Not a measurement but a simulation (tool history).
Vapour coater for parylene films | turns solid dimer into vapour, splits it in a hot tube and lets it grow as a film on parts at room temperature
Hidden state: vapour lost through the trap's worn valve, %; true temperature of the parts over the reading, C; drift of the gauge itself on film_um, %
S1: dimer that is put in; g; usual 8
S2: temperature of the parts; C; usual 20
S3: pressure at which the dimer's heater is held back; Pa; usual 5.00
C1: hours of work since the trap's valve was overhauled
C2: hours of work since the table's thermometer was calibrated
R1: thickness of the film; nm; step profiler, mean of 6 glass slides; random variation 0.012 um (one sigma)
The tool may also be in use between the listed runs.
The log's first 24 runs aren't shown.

run   hour  S1  S2    S3   C1  C2    R1
 25  467.5   5  21  5.00  111  51  1840
     485.2  -- table's thermometer calibrated, once more
 26  489.6   7  21  5.00  120   2  2590
 27  514.3   8  20  5.84  131  13  2960
 28  538.5   8  14  5.00  142  24  3440
 29  559.9   9  32  2.59  151  33  2670
 30  574.8   9  28  5.66  158  40  2770
 31  595.7   9  28  5.66  167  49  2740
 32  619.1   9  24  4.31  178  59  3060

Forecast each of these 5 alternatives for the next run:
  A  639.7   8  26  8.14  187  68   ?
  B  639.7   4  20  3.08  187  68   ?
  C  639.7   8  14  2.59  187  68   ?
  D  639.7   6  26  5.67  187  68   ?
  E  639.7   3  20  5.00  187  68   ?

run    R1
  A  2470
  B  1530
  C  3590
  D  1910
  E  1090
Without the tool's hidden state the same runs would have given:
run    R1
  A  2630
  B  1640
  C  3830
  D  2040
  E  1170
